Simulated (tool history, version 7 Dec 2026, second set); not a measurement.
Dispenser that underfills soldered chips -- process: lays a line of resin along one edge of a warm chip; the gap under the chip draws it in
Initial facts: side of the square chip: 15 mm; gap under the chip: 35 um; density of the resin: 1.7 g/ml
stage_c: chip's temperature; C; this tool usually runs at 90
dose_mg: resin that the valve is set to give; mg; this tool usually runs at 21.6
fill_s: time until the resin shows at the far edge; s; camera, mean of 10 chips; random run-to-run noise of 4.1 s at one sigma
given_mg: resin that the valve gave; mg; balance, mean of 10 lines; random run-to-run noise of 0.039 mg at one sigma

{"run": 1, "hour": 0.0, "stage_c": 90, "dose_mg": 21.6, "fill_s": 571.6, "given_mg": 20.99}
{"hour": 3.2, "done": "new syringe of resin"}
{"run": 2, "hour": 4.9, "stage_c": 90, "dose_mg": 21.6, "fill_s": 441.1, "given_mg": 20.98}
{"hour": 10.5, "done": "dispensing valve cleaned and set on the balance"}
{"run": 3, "hour": 13.8, "stage_c": 90, "dose_mg": 21.6, "fill_s": 621.8, "given_mg": 21.6}
{"hour": 15.1, "done": "new syringe of resin"}
{"run": 4, "hour": 21.2, "stage_c": 90, "dose_mg": 21.6, "fill_s": 537.0, "given_mg": 21.5}
{"run": 5, "hour": 24.8, "stage_c": 90, "dose_mg": 21.6, "fill_s": 624.5, "given_mg": 21.5}
{"hour": 26.2, "done": "new syringe of resin"}
{"run": 6, "hour": 28.9, "stage_c": 90, "dose_mg": 21.6, "fill_s": 454.9, "given_mg": 21.5}
{"run": 7, "hour": 32.6, "stage_c": 90, "dose_mg": 21.6, "fill_s": 528.3, "given_mg": 21.39}
{"hour": 37.1, "done": "new syringe of resin"}
{"run": 8, "hour": 37.1, "stage_c": 90, "dose_mg": 22.4, "fill_s": 406.9, "given_mg": 22.14}
{"run": 9, "hour": 44.6, "stage_c": 90, "dose_mg": 22.4, "fill_s": 566.9, "given_mg": 22.15}
{"hour": 48.1, "done": "new syringe of resin"}
{"run": 10, "hour": 49.8, "stage_c": 76, "dose_mg": 22.4, "fill_s": 914.0, "given_mg": 22.14}
{"run": 11, "hour": 53.9, "stage_c": 76, "dose_mg": 19.2, "fill_s": 1124.3, "given_mg": 18.95}
{"hour": 58.9, "done": "new syringe of resin"}
{"run": 12, "hour": 60.9, "stage_c": 97, "dose_mg": 27.1, "fill_s": 312.2, "given_mg": 26.74}
{"run": 13, "hour": 65.8, "stage_c": 97, "dose_mg": 27.1, "fill_s": 390.4, "given_mg": 26.64}
{"hour": 69.9, "done": "new syringe of resin"}
{"run": 14, "hour": 69.9, "stage_c": 96, "dose_mg": 25.9, "fill_s": 300.7, "given_mg": 25.37}
{"run": 15, "hour": 77.1, "stage_c": 100, "dose_mg": 25.9, "fill_s": 337.3, "given_mg": 25.38}
{"hour": 80.7, "done": "new syringe of resin"}
{"run": 16, "hour": 82.4, "stage_c": 84, "dose_mg": 21.5, "fill_s": 617.3, "given_mg": 20.99}
{"run": 17, "hour": 88.4, "stage_c": 101, "dose_mg": 21.5, "fill_s": 348.4, "given_mg": 20.99}
{"hour": 91.8, "done": "new syringe of resin"}
{"run": 18, "hour": 94.1, "stage_c": 101, "dose_mg": 21.5, "fill_s": 275.6, "given_mg": 20.98}

Forecast each of these 3 alternatives for the next run:
{"hour": 98.4, "done": "dispensing valve cleaned and set on the balance"}
{"run": "A", "hour": 102.8, "stage_c": 93, "dose_mg": 23.5, "fill_s": "?", "given_mg": "?"}
{"hour": 98.4, "done": "dispensing valve cleaned and set on the balance"}
{"run": "B", "hour": 102.8, "stage_c": 86, "dose_mg": 21.6, "fill_s": "?", "given_mg": "?"}
{"hour": 98.4, "done": "dispensing valve cleaned and set on the balance"}
{"run": "C", "hour": 102.8, "stage_c": 104, "dose_mg": 26.0, "fill_s": "?", "given_mg": "?"}

run=A fill_s=552.0 given_mg=23.37
run=B fill_s=797.0 given_mg=21.56
run=C fill_s=319.7 given_mg=25.86
Stripped of hidden state, with their random variation kept, the same runs would have yielded:
run=A fill_s=350.3 given_mg=23.42
run=B fill_s=505.2 given_mg=21.61
run=C fill_s=203.3 given_mg=25.92
